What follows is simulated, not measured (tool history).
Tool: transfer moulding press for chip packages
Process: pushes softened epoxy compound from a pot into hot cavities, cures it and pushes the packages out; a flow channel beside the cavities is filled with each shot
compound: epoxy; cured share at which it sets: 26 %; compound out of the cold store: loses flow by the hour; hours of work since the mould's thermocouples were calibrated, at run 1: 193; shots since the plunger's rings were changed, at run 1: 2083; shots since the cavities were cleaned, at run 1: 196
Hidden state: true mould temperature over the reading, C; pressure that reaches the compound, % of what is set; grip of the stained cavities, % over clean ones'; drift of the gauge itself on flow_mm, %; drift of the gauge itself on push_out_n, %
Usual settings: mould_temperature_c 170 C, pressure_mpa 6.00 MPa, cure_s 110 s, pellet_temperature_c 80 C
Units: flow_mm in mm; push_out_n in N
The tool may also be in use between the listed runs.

run    day  mould_temperature_c  pressure_mpa  cure_s  pellet_temperature_c  hours of work since the mould's thermocouples were calibrated  shots since the plunger's rings were changed  shots since the cavities were cleaned  incoming compound's hours out of the cold store  flow_mm  push_out_n
  1  0.000                  170          6.00     110                    80                                                            193                                          2083                                    196                                             19.2      749         673
  2  0.192                  170          6.00     110                    80                                                            196                                          2138                                    251                                             36.2      684         669
  3  0.558                  170          6.00     125                    80                                                            202                                          2244                                    357                                             11.6      796         630
  4  0.825                  170          5.66     125                    80                                                            207                                          2320                                    433                                             13.0      755         695
  5  1.112                  170          5.66     125                    80                                                            211                                          2404                                    517                                             26.2      708         725
  6  1.358                  170          5.66     125                    80                                                            216                                          2475                                    588                                             29.8      672         722
  7  1.688                  170          5.66     125                    80                                                            221                                          2569                                    682                                             17.3      742         779
  8  2.058                  170          6.00     110                    80                                                            227                                          2675                                    788                                             13.9      769         989
  9  2.229                  170          6.00     110                    80                                                            230                                          2725                                    838                                             12.0      781         987
 10  2.488                  170          6.00     110                    82                                                            235                                          2800                                    913                                             14.1      778         988
 11  2.754                  170          6.00     110                    82                                                            239                                          2876                                    989                                             28.4      705         945
 12  2.975                  170          6.00     110                    86                                                            243                                          2940                                   1053                                             18.1      744         940
     3.317  -- cavities cleaned with cleaning compound and waxed
 13  3.375                  170          6.00     110                    86                                                            248                                          3037                                     17                                             28.8      691         499
 14  3.683                  170          6.00     110                    86                                                            253                                          3126                                    106                                             16.4      752         594
 15  3.892                  170          6.00     110                    86                                                            257                                          3186                                    166                                             11.7      782         657
 16  4.146                  167          7.44     110                    85                                                            261                                          3259                                    239                                             31.5      771         784
     4.425  -- plunger's sealing rings changed
 17  4.512                  175          6.00     110                    70                                                            266                                            25                                    315                                             13.6      786         630
 18  4.704                  175          6.00     110                    70                                                            269                                            80                                    370                                             47.8      647         627
 19  4.883                  167          6.00     110                    71                                                            272                                           132                                    422                                             26.7      759         976
 20  5.229                  167          6.00     110                    71                                                            278                                           231                                    521                                             32.8      727        1011
 21  5.454                  166          6.00     110                    71                                                            281                                           297                                    587                                             45.5      678        1056
 22  5.738                  166          6.00     110                    71                                                            286                                           378                                    668                                             39.8      679        1126
 23  6.046                  164          6.00     110                    84                                                            291                                           466                                    756                                             22.2      768        1304
 24  6.358                  169          5.39     110                    84                                                            297                                           557                                    847                                             24.5      712        1003
 25  6.571                  170          5.25     110                    90                                                            300                                           618                                    908                                             27.7      687         933
 26  6.917                  170          6.81     110                    90                                                            306                                           717                                   1007                                             12.3      846         948
 27  7.279                  165          4.84     133                    85                                                            312                                           822                                   1112                                             19.2      687         941
     7.400  -- cavities cleaned with cleaning compound and waxed
 28  7.633                  164          4.84     133                    85                                                            317                                           906                                     68                                             14.5      726         548

3 ways to go on from here, each from the tool as it stands after run 28. What would each give?
  A  7.875                  166          6.00     110                    80                                                            321                                           975                                    137                                             21.2        ?           ?
  B  7.875                  172          7.37     134                    80                                                            321                                           975                                    137                                             38.5        ?           ?
  C  7.875                  162          6.00     110                    88                                                            321                                           975                                    137                                             30.1        ?           ?

run  flow_mm  push_out_n
  A      767         738
  B      748         463
  C      730         935
Without the tool's hidden state the same runs would have given:
run  flow_mm  push_out_n
  A      781         596
  B      761         365
  C      742         754
